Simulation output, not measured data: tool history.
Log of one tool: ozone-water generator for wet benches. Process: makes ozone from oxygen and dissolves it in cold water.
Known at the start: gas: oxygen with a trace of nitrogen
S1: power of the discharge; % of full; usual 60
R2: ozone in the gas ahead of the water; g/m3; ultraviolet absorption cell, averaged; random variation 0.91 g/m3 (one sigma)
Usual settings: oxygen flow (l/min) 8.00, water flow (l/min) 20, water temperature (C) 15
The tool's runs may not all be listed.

run 1 hour=0.0 | S1=60 oxygen_flow_(l/min)=8.00 water_flow_(l/min)=20 water_temperature_(C)=15 | dissolved_ozone_(ppm)=19.8 R2=152.5
run 2 hour=23.6 | S1=59 oxygen_flow_(l/min)=8.00 water_flow_(l/min)=20 water_temperature_(C)=15 | dissolved_ozone_(ppm)=19.3 R2=150.8
run 3 hour=42.0 | S1=60 oxygen_flow_(l/min)=11.09 water_flow_(l/min)=20 water_temperature_(C)=15 | dissolved_ozone_(ppm)=19.0 R2=128.7
run 4 hour=71.2 | S1=60 oxygen_flow_(l/min)=11.09 water_flow_(l/min)=20 water_temperature_(C)=15 | dissolved_ozone_(ppm)=19.2 R2=127.3
run 5 hour=91.5 | S1=60 oxygen_flow_(l/min)=11.09 water_flow_(l/min)=20 water_temperature_(C)=15 | dissolved_ozone_(ppm)=19.2 R2=128.6
run 6 hour=119.8 | S1=43 oxygen_flow_(l/min)=11.09 water_flow_(l/min)=20 water_temperature_(C)=15 | dissolved_ozone_(ppm)=14.4 R2=96.9
run 7 hour=143.1 | S1=43 oxygen_flow_(l/min)=11.09 water_flow_(l/min)=20 water_temperature_(C)=15 | dissolved_ozone_(ppm)=14.4 R2=97.1
run 8 hour=170.4 | S1=60 oxygen_flow_(l/min)=8.00 water_flow_(l/min)=20 water_temperature_(C)=15 | dissolved_ozone_(ppm)=19.7 R2=152.4
run 9 hour=194.0 | S1=60 oxygen_flow_(l/min)=8.00 water_flow_(l/min)=20 water_temperature_(C)=12 | dissolved_ozone_(ppm)=20.9 R2=153.1
run 10 hour=211.3 | S1=44 oxygen_flow_(l/min)=8.00 water_flow_(l/min)=20 water_temperature_(C)=12 | dissolved_ozone_(ppm)=15.9 R2=118.6
run 11 hour=226.7 | S1=44 oxygen_flow_(l/min)=8.00 water_flow_(l/min)=20 water_temperature_(C)=12 | dissolved_ozone_(ppm)=16.1 R2=118.6
run 12 hour=255.0 | S1=44 oxygen_flow_(l/min)=8.00 water_flow_(l/min)=20 water_temperature_(C)=12 | dissolved_ozone_(ppm)=16.1 R2=119.7
run 13 hour=271.7 | S1=44 oxygen_flow_(l/min)=8.00 water_flow_(l/min)=20 water_temperature_(C)=12 | dissolved_ozone_(ppm)=16.2 R2=119.8
run 14 hour=301.6 | S1=49 oxygen_flow_(l/min)=8.00 water_flow_(l/min)=20 water_temperature_(C)=15 | dissolved_ozone_(ppm)=16.8 R2=130.2
run 15 hour=314.0 | S1=60 oxygen_flow_(l/min)=8.00 water_flow_(l/min)=20 water_temperature_(C)=15 | dissolved_ozone_(ppm)=19.5 R2=154.1
run 16 hour=341.8 | S1=60 oxygen_flow_(l/min)=8.00 water_flow_(l/min)=13 water_temperature_(C)=15 | dissolved_ozone_(ppm)=26.1 R2=152.8
run 17 hour=369.5 | S1=86 oxygen_flow_(l/min)=6.60 water_flow_(l/min)=19 water_temperature_(C)=15 | dissolved_ozone_(ppm)=27.6 R2=226.1
run 18 hour=387.7 | S1=86 oxygen_flow_(l/min)=13.66 water_flow_(l/min)=19 water_temperature_(C)=15 | dissolved_ozone_(ppm)=25.1 R2=152.2
run 19 hour=414.2 | S1=86 oxygen_flow_(l/min)=13.66 water_flow_(l/min)=19 water_temperature_(C)=15 | dissolved_ozone_(ppm)=25.3 R2=153.0
run 20 hour=431.7 | S1=60 oxygen_flow_(l/min)=6.45 water_flow_(l/min)=12 water_temperature_(C)=15 | dissolved_ozone_(ppm)=28.6 R2=170.4
run 21 hour=446.9 | S1=60 oxygen_flow_(l/min)=9.80 water_flow_(l/min)=20 water_temperature_(C)=7 | dissolved_ozone_(ppm)=22.1 R2=135.3
run 22 hour=475.6 | S1=94 oxygen_flow_(l/min)=10.94 water_flow_(l/min)=14 water_temperature_(C)=17 | dissolved_ozone_(ppm)=32.2 R2=184.3
run 23 hour=499.6 | S1=94 oxygen_flow_(l/min)=10.94 water_flow_(l/min)=14 water_temperature_(C)=17 | dissolved_ozone_(ppm)=31.9 R2=186.0
run 24 hour=513.4 | S1=94 oxygen_flow_(l/min)=10.94 water_flow_(l/min)=14 water_temperature_(C)=17 | dissolved_ozone_(ppm)=32.2 R2=186.7
run 25 hour=541.0 | S1=42 oxygen_flow_(l/min)=8.00 water_flow_(l/min)=20 water_temperature_(C)=15 | dissolved_ozone_(ppm)=14.8 R2=115.4
run 26 hour=561.6 | S1=58 oxygen_flow_(l/min)=13.85 water_flow_(l/min)=16 water_temperature_(C)=16 | dissolved_ozone_(ppm)=19.5 R2=110.3
run 27 hour=574.0 | S1=58 oxygen_flow_(l/min)=5.70 water_flow_(l/min)=31 water_temperature_(C)=8 | dissolved_ozone_(ppm)=14.0 R2=177.2
run 28 hour=603.6 | S1=60 oxygen_flow_(l/min)=8.00 water_flow_(l/min)=26 water_temperature_(C)=16 | dissolved_ozone_(ppm)=15.7 R2=150.3
run 29 hour=621.0 | S1=60 oxygen_flow_(l/min)=8.00 water_flow_(l/min)=26 water_temperature_(C)=16 | dissolved_ozone_(ppm)=15.4 R2=151.6
run 30 hour=648.7 | S1=65 oxygen_flow_(l/min)=8.00 water_flow_(l/min)=26 water_temperature_(C)=17 | dissolved_ozone_(ppm)=16.6 R2=162.5
run 31 hour=676.6 | S1=65 oxygen_flow_(l/min)=8.00 water_flow_(l/min)=26 water_temperature_(C)=17 | dissolved_ozone_(ppm)=16.6 R2=162.6
run 32 hour=704.8 | S1=65 oxygen_flow_(l/min)=8.00 water_flow_(l/min)=26 water_temperature_(C)=17 | dissolved_ozone_(ppm)=16.5 R2=161.6

4 ways to go on from here, each from the tool as it stands after run 32. What would each give?
run A hour=728.6 | S1=60 oxygen_flow_(l/min)=8.00 water_flow_(l/min)=20 water_temperature_(C)=12 | dissolved_ozone_(ppm)=? R2=?
run B hour=728.6 | S1=65 oxygen_flow_(l/min)=8.00 water_flow_(l/min)=24 water_temperature_(C)=10 | dissolved_ozone_(ppm)=? R2=?
run C hour=728.6 | S1=65 oxygen_flow_(l/min)=5.23 water_flow_(l/min)=14 water_temperature_(C)=20 | dissolved_ozone_(ppm)=? R2=?
run D hour=728.6 | S1=60 oxygen_flow_(l/min)=8.00 water_flow_(l/min)=24 water_temperature_(C)=22 | dissolved_ozone_(ppm)=? R2=?

run=A dissolved_ozone_(ppm)=20.7 R2=151.5
run=B dissolved_ozone_(ppm)=19.5 R2=161.6
run=C dissolved_ozone_(ppm)=25.5 R2=203.1
run=D dissolved_ozone_(ppm)=15.1 R2=153.7
Without the tool's hidden state the same runs would have given:
run=A dissolved_ozone_(ppm)=21.3 R2=151.3
run=B dissolved_ozone_(ppm)=20.1 R2=161.4
run=C dissolved_ozone_(ppm)=26.2 R2=202.8
run=D dissolved_ozone_(ppm)=15.6 R2=153.5
